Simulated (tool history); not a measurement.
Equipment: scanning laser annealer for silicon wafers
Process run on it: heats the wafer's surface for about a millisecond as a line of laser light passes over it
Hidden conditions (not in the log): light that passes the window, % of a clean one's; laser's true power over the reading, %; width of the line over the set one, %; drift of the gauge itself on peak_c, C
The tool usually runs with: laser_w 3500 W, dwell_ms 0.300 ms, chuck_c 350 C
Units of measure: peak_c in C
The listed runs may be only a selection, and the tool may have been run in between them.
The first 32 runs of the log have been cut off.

run	hour	laser_w	dwell_ms	chuck_c	hours of work since the window was cleaned	hours of work since the power meter was calibrated	hours of work since the optics were aligned	peak_c
33	979.1	3737	0.300	350	433	1097	294	1148
34	1011.2	3052	0.300	324	448	1112	309	935
35	1056.8	3052	0.300	324	470	1133	330	932
36	1087.1	3049	0.336	372	484	1147	344	1011
37	1120.0	3500	0.222	334	499	1162	359	962
38	1162.7	3226	0.300	350	519	1182	379	997
39	1204.2	3697	0.335	379	538	1201	399	1199
40	1228.2	3697	0.335	379	549	1212	410	1201

What if the next run were any one of these 5? Each begins from the tool's condition after run 40:
A	1248.7	3697	0.272	319	559	1222	419	?
B	1248.7	3001	0.273	310	559	1222	419	?
C	1248.7	3500	0.300	317	559	1222	419	?
D	1248.7	3261	0.346	317	559	1222	419	?
E	1248.7	3227	0.283	327	559	1222	419	?

run	peak_c
A	1060
B	871
C	1038
D	1024
E	960
The same runs, with their run-to-run variation unchanged, on a tool lacking any hidden condition would have given:
run	peak_c
A	1083
B	888
C	1060
D	1045
E	980
